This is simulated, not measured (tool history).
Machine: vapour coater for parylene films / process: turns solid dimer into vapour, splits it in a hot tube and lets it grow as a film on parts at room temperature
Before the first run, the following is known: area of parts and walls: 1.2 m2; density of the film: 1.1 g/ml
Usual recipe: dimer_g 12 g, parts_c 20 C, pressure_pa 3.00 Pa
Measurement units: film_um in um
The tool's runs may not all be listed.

{"run": 1, "hour": 0.0, "dimer_g": 12, "parts_c": 20, "pressure_pa": 3.0, "film_um": 4.61}
{"run": 2, "hour": 14.0, "dimer_g": 12, "parts_c": 20, "pressure_pa": 3.0, "film_um": 4.66}
{"run": 3, "hour": 29.8, "dimer_g": 12, "parts_c": 20, "pressure_pa": 3.0, "film_um": 4.6}
{"run": 4, "hour": 46.3, "dimer_g": 10, "parts_c": 20, "pressure_pa": 3.0, "film_um": 3.85}
{"run": 5, "hour": 60.4, "dimer_g": 12, "parts_c": 20, "pressure_pa": 3.0, "film_um": 4.55}
{"run": 6, "hour": 72.3, "dimer_g": 12, "parts_c": 13, "pressure_pa": 3.0, "film_um": 6.16}
{"run": 7, "hour": 82.0, "dimer_g": 12, "parts_c": 13, "pressure_pa": 3.0, "film_um": 6.16}
{"run": 8, "hour": 94.7, "dimer_g": 8, "parts_c": 20, "pressure_pa": 3.0, "film_um": 3.09}
{"run": 9, "hour": 107.1, "dimer_g": 12, "parts_c": 20, "pressure_pa": 3.23, "film_um": 4.6}
{"run": 10, "hour": 123.5, "dimer_g": 12, "parts_c": 20, "pressure_pa": 3.23, "film_um": 4.59}
{"run": 11, "hour": 140.2, "dimer_g": 12, "parts_c": 20, "pressure_pa": 9.16, "film_um": 4.17}
{"run": 12, "hour": 157.9, "dimer_g": 12, "parts_c": 20, "pressure_pa": 9.16, "film_um": 4.12}
{"hour": 172.3, "done": "trap's valve overhauled"}
{"run": 13, "hour": 174.1, "dimer_g": 12, "parts_c": 20, "pressure_pa": 3.0, "film_um": 4.83}
{"run": 14, "hour": 183.8, "dimer_g": 18, "parts_c": 20, "pressure_pa": 3.0, "film_um": 7.26}
{"run": 15, "hour": 201.2, "dimer_g": 18, "parts_c": 31, "pressure_pa": 3.0, "film_um": 4.55}
{"run": 16, "hour": 217.4, "dimer_g": 6, "parts_c": 20, "pressure_pa": 3.0, "film_um": 2.33}
{"run": 17, "hour": 235.0, "dimer_g": 6, "parts_c": 20, "pressure_pa": 3.0, "film_um": 2.39}
{"run": 18, "hour": 252.0, "dimer_g": 6, "parts_c": 20, "pressure_pa": 3.0, "film_um": 2.38}
{"run": 19, "hour": 259.3, "dimer_g": 6, "parts_c": 20, "pressure_pa": 3.0, "film_um": 2.4}
{"run": 20, "hour": 269.0, "dimer_g": 12, "parts_c": 20, "pressure_pa": 2.28, "film_um": 4.85}
{"run": 21, "hour": 278.5, "dimer_g": 12, "parts_c": 20, "pressure_pa": 2.28, "film_um": 4.89}
{"run": 22, "hour": 287.2, "dimer_g": 12, "parts_c": 20, "pressure_pa": 2.28, "film_um": 4.82}
{"run": 23, "hour": 300.3, "dimer_g": 12, "parts_c": 20, "pressure_pa": 2.28, "film_um": 4.87}
{"run": 24, "hour": 310.6, "dimer_g": 12, "parts_c": 22, "pressure_pa": 3.0, "film_um": 4.36}
{"run": 25, "hour": 320.5, "dimer_g": 14, "parts_c": 22, "pressure_pa": 4.44, "film_um": 4.8}
{"run": 26, "hour": 331.8, "dimer_g": 8, "parts_c": 20, "pressure_pa": 3.32, "film_um": 3.09}
{"run": 27, "hour": 340.7, "dimer_g": 13, "parts_c": 14, "pressure_pa": 2.86, "film_um": 6.56}
{"run": 28, "hour": 351.0, "dimer_g": 13, "parts_c": 14, "pressure_pa": 2.86, "film_um": 6.47}
{"run": 29, "hour": 365.7, "dimer_g": 13, "parts_c": 14, "pressure_pa": 2.86, "film_um": 6.44}
{"run": 30, "hour": 373.0, "dimer_g": 21, "parts_c": 14, "pressure_pa": 3.98, "film_um": 10.12}
{"run": 31, "hour": 388.0, "dimer_g": 21, "parts_c": 14, "pressure_pa": 3.98, "film_um": 10.25}
{"run": 32, "hour": 397.3, "dimer_g": 12, "parts_c": 27, "pressure_pa": 3.0, "film_um": 3.56}
{"run": 33, "hour": 405.2, "dimer_g": 11, "parts_c": 32, "pressure_pa": 6.14, "film_um": 2.48}
{"run": 34, "hour": 420.7, "dimer_g": 5, "parts_c": 15, "pressure_pa": 2.09, "film_um": 2.41}
{"run": 35, "hour": 432.9, "dimer_g": 5, "parts_c": 15, "pressure_pa": 2.09, "film_um": 2.42}
{"run": 36, "hour": 450.5, "dimer_g": 5, "parts_c": 15, "pressure_pa": 2.09, "film_um": 2.46}
{"run": 37, "hour": 467.9, "dimer_g": 12, "parts_c": 15, "pressure_pa": 4.04, "film_um": 5.42}
{"run": 38, "hour": 475.3, "dimer_g": 12, "parts_c": 14, "pressure_pa": 4.19, "film_um": 5.77}
{"run": 39, "hour": 490.2, "dimer_g": 12, "parts_c": 14, "pressure_pa": 4.19, "film_um": 5.7}
{"run": 40, "hour": 503.9, "dimer_g": 14, "parts_c": 18, "pressure_pa": 3.0, "film_um": 5.74}
{"run": 41, "hour": 519.6, "dimer_g": 14, "parts_c": 18, "pressure_pa": 3.0, "film_um": 5.68}
{"run": 42, "hour": 536.4, "dimer_g": 9, "parts_c": 16, "pressure_pa": 4.82, "film_um": 3.81}
{"run": 43, "hour": 550.2, "dimer_g": 9, "parts_c": 16, "pressure_pa": 4.82, "film_um": 3.8}
{"run": 44, "hour": 563.9, "dimer_g": 12, "parts_c": 18, "pressure_pa": 5.38, "film_um": 4.7}

Run 45 is up next; what results do you expect?
{"run": 45, "hour": 577.0, "dimer_g": 12, "parts_c": 18, "pressure_pa": 5.38, "film_um": "?"}

Run 45 produced film_um 4.64 um.
The same run, on a tool lacking any hidden state, would have yielded film_um 5.00 um.

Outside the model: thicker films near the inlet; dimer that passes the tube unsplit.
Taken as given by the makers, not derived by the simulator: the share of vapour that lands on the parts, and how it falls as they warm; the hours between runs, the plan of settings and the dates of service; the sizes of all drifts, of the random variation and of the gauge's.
